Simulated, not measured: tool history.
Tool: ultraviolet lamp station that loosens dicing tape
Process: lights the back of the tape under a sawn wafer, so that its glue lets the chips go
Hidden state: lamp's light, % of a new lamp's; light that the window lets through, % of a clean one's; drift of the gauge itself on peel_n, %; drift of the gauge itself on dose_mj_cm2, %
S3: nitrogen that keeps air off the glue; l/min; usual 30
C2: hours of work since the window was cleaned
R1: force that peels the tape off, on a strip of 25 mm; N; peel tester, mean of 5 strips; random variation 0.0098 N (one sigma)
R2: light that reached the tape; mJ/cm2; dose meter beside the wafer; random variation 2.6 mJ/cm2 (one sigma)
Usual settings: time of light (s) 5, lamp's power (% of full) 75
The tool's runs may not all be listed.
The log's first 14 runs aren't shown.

run 15 hour=290 | time_of_light_(s)=8 lamp's_power_(%_of_full)=75 S3=30 | hours_of_work_of_the_lamp=287 C2=17 | R1=0.201 R2=499
run 16 hour=320.9 | time_of_light_(s)=8 lamp's_power_(%_of_full)=75 S3=30 | hours_of_work_of_the_lamp=303 C2=34 | R1=0.221 R2=486
run 17 hour=352.1 | time_of_light_(s)=5 lamp's_power_(%_of_full)=69 S3=33 | hours_of_work_of_the_lamp=320 C2=50 | R1=0.628 R2=279
run 18 hour=380 | time_of_light_(s)=5 lamp's_power_(%_of_full)=69 S3=33 | hours_of_work_of_the_lamp=334 C2=65 | R1=0.642 R2=277
run 19 hour=398.5 | time_of_light_(s)=4 lamp's_power_(%_of_full)=88 S3=33 | hours_of_work_of_the_lamp=344 C2=74 | R1=0.637 R2=286
run 20 hour=416.6 | time_of_light_(s)=4 lamp's_power_(%_of_full)=88 S3=33 | hours_of_work_of_the_lamp=353 C2=84 | R1=0.626 R2=283
run 21 hour=448.3 | time_of_light_(s)=5 lamp's_power_(%_of_full)=71 S3=30 | hours_of_work_of_the_lamp=370 C2=100 | R1=0.692 R2=277
run 22 hour=463.8 | time_of_light_(s)=2 lamp's_power_(%_of_full)=67 S3=18 | hours_of_work_of_the_lamp=378 C2=109 | R1=3.872 R2=104
run 23 hour=481.2 | time_of_light_(s)=2 lamp's_power_(%_of_full)=90 S3=23 | hours_of_work_of_the_lamp=387 C2=118 | R1=2.531 R2=140
run 24 hour=505.7 | time_of_light_(s)=2 lamp's_power_(%_of_full)=97 S3=21 | hours_of_work_of_the_lamp=400 C2=131 | R1=2.459 R2=151
run 25 hour=528.7 | time_of_light_(s)=4 lamp's_power_(%_of_full)=97 S3=10 | hours_of_work_of_the_lamp=412 C2=143 | R1=1.112 R2=298
run 26 hour=561.1 | time_of_light_(s)=2 lamp's_power_(%_of_full)=99 S3=42 | hours_of_work_of_the_lamp=429 C2=160 | R1=1.915 R2=150
run 27 hour=587.4 | time_of_light_(s)=2 lamp's_power_(%_of_full)=99 S3=42 | hours_of_work_of_the_lamp=443 C2=173 | R1=1.969 R2=152
run 28 hour=607.7 | time_of_light_(s)=5 lamp's_power_(%_of_full)=91 S3=13 | hours_of_work_of_the_lamp=454 C2=184 | R1=0.696 R2=340
run 29 hour=624.4 | time_of_light_(s)=8 lamp's_power_(%_of_full)=74 S3=14 | hours_of_work_of_the_lamp=462 C2=193 | R1=0.398 R2=439
run 30 hour=651.7 | time_of_light_(s)=8 lamp's_power_(%_of_full)=74 S3=14 | hours_of_work_of_the_lamp=477 C2=207 | R1=0.375 R2=440
run 31 hour=682.7 | time_of_light_(s)=3 lamp's_power_(%_of_full)=70 S3=20 | hours_of_work_of_the_lamp=493 C2=223 | R1=2.405 R2=155
run 32 hour=697.6 | time_of_light_(s)=3 lamp's_power_(%_of_full)=70 S3=20 | hours_of_work_of_the_lamp=501 C2=231 | R1=2.509 R2=153

Forecast each of these 4 alternatives for the next run:
run A hour=731.3 | time_of_light_(s)=3 lamp's_power_(%_of_full)=76 S3=13 | hours_of_work_of_the_lamp=519 C2=249 | R1=? R2=?
run B hour=731.3 | time_of_light_(s)=7 lamp's_power_(%_of_full)=70 S3=19 | hours_of_work_of_the_lamp=519 C2=249 | R1=? R2=?
run C hour=731.3 | time_of_light_(s)=5 lamp's_power_(%_of_full)=61 S3=20 | hours_of_work_of_the_lamp=519 C2=249 | R1=? R2=?
run D hour=731.3 | time_of_light_(s)=5 lamp's_power_(%_of_full)=77 S3=30 | hours_of_work_of_the_lamp=519 C2=249 | R1=? R2=?

run=A R1=2.661 R2=163
run=B R1=0.514 R2=356
run=C R1=1.396 R2=216
run=D R1=0.696 R2=281
Without the tool's hidden state the same runs would have given:
run=A R1=1.877 R2=208
run=B R1=0.299 R2=453
run=C R1=0.862 R2=276
run=D R1=0.398 R2=357
